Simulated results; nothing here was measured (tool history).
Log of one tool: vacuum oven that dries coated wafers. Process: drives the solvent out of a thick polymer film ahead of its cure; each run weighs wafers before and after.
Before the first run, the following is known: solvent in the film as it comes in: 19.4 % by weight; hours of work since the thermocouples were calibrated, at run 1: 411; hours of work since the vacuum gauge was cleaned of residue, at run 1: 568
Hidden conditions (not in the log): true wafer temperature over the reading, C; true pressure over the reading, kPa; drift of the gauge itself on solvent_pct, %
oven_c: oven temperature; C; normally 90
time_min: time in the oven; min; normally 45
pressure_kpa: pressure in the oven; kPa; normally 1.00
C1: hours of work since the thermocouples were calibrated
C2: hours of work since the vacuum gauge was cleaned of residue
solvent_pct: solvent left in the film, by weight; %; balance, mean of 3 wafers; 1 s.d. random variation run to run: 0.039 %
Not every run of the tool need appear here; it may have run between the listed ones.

run 1 day=0.000 | oven_c=90 time_min=45 pressure_kpa=1.00 | C1=411 C2=568 | solvent_pct=1.98
run 2 day=0.796 | oven_c=90 time_min=45 pressure_kpa=1.00 | C1=423 C2=580 | solvent_pct=1.91
run 3 day=1.279 | oven_c=90 time_min=45 pressure_kpa=1.00 | C1=430 C2=587 | solvent_pct=1.95
run 4 day=2.358 | oven_c=90 time_min=45 pressure_kpa=1.00 | C1=446 C2=603 | solvent_pct=1.95
run 5 day=2.971 | oven_c=90 time_min=45 pressure_kpa=1.00 | C1=455 C2=612 | solvent_pct=1.90
run 6 day=3.867 | oven_c=90 time_min=45 pressure_kpa=1.00 | C1=469 C2=626 | solvent_pct=1.96
run 7 day=4.838 | oven_c=90 time_min=45 pressure_kpa=1.00 | C1=484 C2=640 | solvent_pct=1.94
run 8 day=5.658 | oven_c=90 time_min=45 pressure_kpa=1.00 | C1=496 C2=653 | solvent_pct=1.94
run 9 day=6.771 | oven_c=90 time_min=45 pressure_kpa=1.00 | C1=513 C2=670 | solvent_pct=1.89
run 10 day=7.958 | oven_c=90 time_min=45 pressure_kpa=1.00 | C1=530 C2=687 | solvent_pct=1.94
run 11 day=8.442 | oven_c=90 time_min=45 pressure_kpa=1.00 | C1=538 C2=695 | solvent_pct=1.90
run 12 day=9.142 | oven_c=90 time_min=45 pressure_kpa=1.00 | C1=548 C2=705 | solvent_pct=1.95
run 13 day=9.704 | oven_c=90 time_min=45 pressure_kpa=0.99 | C1=557 C2=714 | solvent_pct=1.95
run 14 day=10.246 | oven_c=90 time_min=45 pressure_kpa=0.99 | C1=565 C2=722 | solvent_pct=1.91
run 15 day=11.217 | oven_c=90 time_min=45 pressure_kpa=1.00 | C1=579 C2=736 | solvent_pct=1.89
run 16 day=12.217 | oven_c=90 time_min=45 pressure_kpa=1.00 | C1=594 C2=751 | solvent_pct=1.95
run 17 day=13.308 | oven_c=90 time_min=45 pressure_kpa=1.00 | C1=611 C2=768 | solvent_pct=1.91
run 18 day=13.950 | oven_c=100 time_min=45 pressure_kpa=1.00 | C1=621 C2=777 | solvent_pct=0.53
run 19 day=14.992 | oven_c=100 time_min=45 pressure_kpa=1.00 | C1=636 C2=793 | solvent_pct=0.55
run 20 day=15.700 | oven_c=100 time_min=45 pressure_kpa=1.00 | C1=647 C2=804 | solvent_pct=0.55
-- day=15.938 oven's thermocouples calibrated
run 21 day=16.475 | oven_c=100 time_min=45 pressure_kpa=1.00 | C1=8 C2=814 | solvent_pct=0.52
run 22 day=17.638 | oven_c=100 time_min=45 pressure_kpa=1.00 | C1=26 C2=832 | solvent_pct=0.47
run 23 day=18.425 | oven_c=100 time_min=45 pressure_kpa=1.10 | C1=37 C2=844 | solvent_pct=0.57
run 24 day=19.146 | oven_c=100 time_min=45 pressure_kpa=1.10 | C1=48 C2=854 | solvent_pct=0.62
run 25 day=19.738 | oven_c=86 time_min=23 pressure_kpa=1.08 | C1=57 C2=863 | solvent_pct=6.57
run 26 day=20.892 | oven_c=86 time_min=23 pressure_kpa=1.08 | C1=74 C2=881 | solvent_pct=6.55
run 27 day=21.792 | oven_c=78 time_min=48 pressure_kpa=0.73 | C1=88 C2=894 | solvent_pct=5.48
run 28 day=22.517 | oven_c=78 time_min=48 pressure_kpa=0.73 | C1=99 C2=905 | solvent_pct=5.52
run 29 day=23.542 | oven_c=78 time_min=60 pressure_kpa=0.73 | C1=114 C2=921 | solvent_pct=4.29
run 30 day=24.125 | oven_c=78 time_min=23 pressure_kpa=0.65 | C1=123 C2=929 | solvent_pct=9.35
run 31 day=25.158 | oven_c=78 time_min=23 pressure_kpa=2.94 | C1=139 C2=945 | solvent_pct=10.20
run 32 day=25.804 | oven_c=78 time_min=23 pressure_kpa=2.94 | C1=148 C2=954 | solvent_pct=10.29
run 33 day=26.533 | oven_c=78 time_min=23 pressure_kpa=2.94 | C1=159 C2=965 | solvent_pct=10.32
run 34 day=27.629 | oven_c=95 time_min=40 pressure_kpa=1.83 | C1=176 C2=982 | solvent_pct=1.58
run 35 day=28.404 | oven_c=90 time_min=45 pressure_kpa=3.54 | C1=187 C2=994 | solvent_pct=2.95
run 36 day=29.275 | oven_c=85 time_min=30 pressure_kpa=1.00 | C1=201 C2=1007 | solvent_pct=5.52
run 37 day=30.125 | oven_c=85 time_min=30 pressure_kpa=1.00 | C1=213 C2=1019 | solvent_pct=5.52
run 38 day=31.008 | oven_c=101 time_min=51 pressure_kpa=2.53 | C1=227 C2=1033 | solvent_pct=0.85
run 39 day=31.900 | oven_c=77 time_min=47 pressure_kpa=1.25 | C1=240 C2=1046 | solvent_pct=6.29
run 40 day=32.496 | oven_c=77 time_min=40 pressure_kpa=1.29 | C1=249 C2=1055 | solvent_pct=7.14
run 41 day=33.083 | oven_c=76 time_min=36 pressure_kpa=0.89 | C1=258 C2=1064 | solvent_pct=7.95
run 42 day=33.954 | oven_c=76 time_min=36 pressure_kpa=0.89 | C1=271 C2=1077 | solvent_pct=7.97
run 43 day=34.717 | oven_c=76 time_min=36 pressure_kpa=0.89 | C1=282 C2=1089 | solvent_pct=7.93
run 44 day=35.554 | oven_c=90 time_min=45 pressure_kpa=1.35 | C1=295 C2=1101 | solvent_pct=2.13
run 45 day=36.467 | oven_c=79 time_min=27 pressure_kpa=1.35 | C1=309 C2=1115 | solvent_pct=8.44
run 46 day=37.146 | oven_c=79 time_min=27 pressure_kpa=1.35 | C1=319 C2=1125 | solvent_pct=8.55
run 47 day=37.992 | oven_c=79 time_min=27 pressure_kpa=1.35 | C1=332 C2=1138 | solvent_pct=8.47
run 48 day=38.542 | oven_c=104 time_min=44 pressure_kpa=0.78 | C1=340 C2=1146 | solvent_pct=0.30

Each row is a separate what-if for the run after 48, all from the same tool condition, not one after another. Results?
-- day=38.875 vacuum gauge cleaned of residue and calibrated
run A day=39.512 | oven_c=76 time_min=44 pressure_kpa=0.91 | C1=354 C2=10 | solvent_pct=?
-- day=38.875 vacuum gauge cleaned of residue and calibrated
run B day=39.512 | oven_c=90 time_min=24 pressure_kpa=2.12 | C1=354 C2=10 | solvent_pct=?
-- day=38.875 vacuum gauge cleaned of residue and calibrated
run C day=39.512 | oven_c=90 time_min=36 pressure_kpa=1.00 | C1=354 C2=10 | solvent_pct=?

run=A solvent_pct=6.81
run=B solvent_pct=5.24
run=C solvent_pct=2.81
Without the tool's unlogged condition, the same runs would have read:
run=A solvent_pct=6.85
run=B solvent_pct=5.28
run=C solvent_pct=2.84

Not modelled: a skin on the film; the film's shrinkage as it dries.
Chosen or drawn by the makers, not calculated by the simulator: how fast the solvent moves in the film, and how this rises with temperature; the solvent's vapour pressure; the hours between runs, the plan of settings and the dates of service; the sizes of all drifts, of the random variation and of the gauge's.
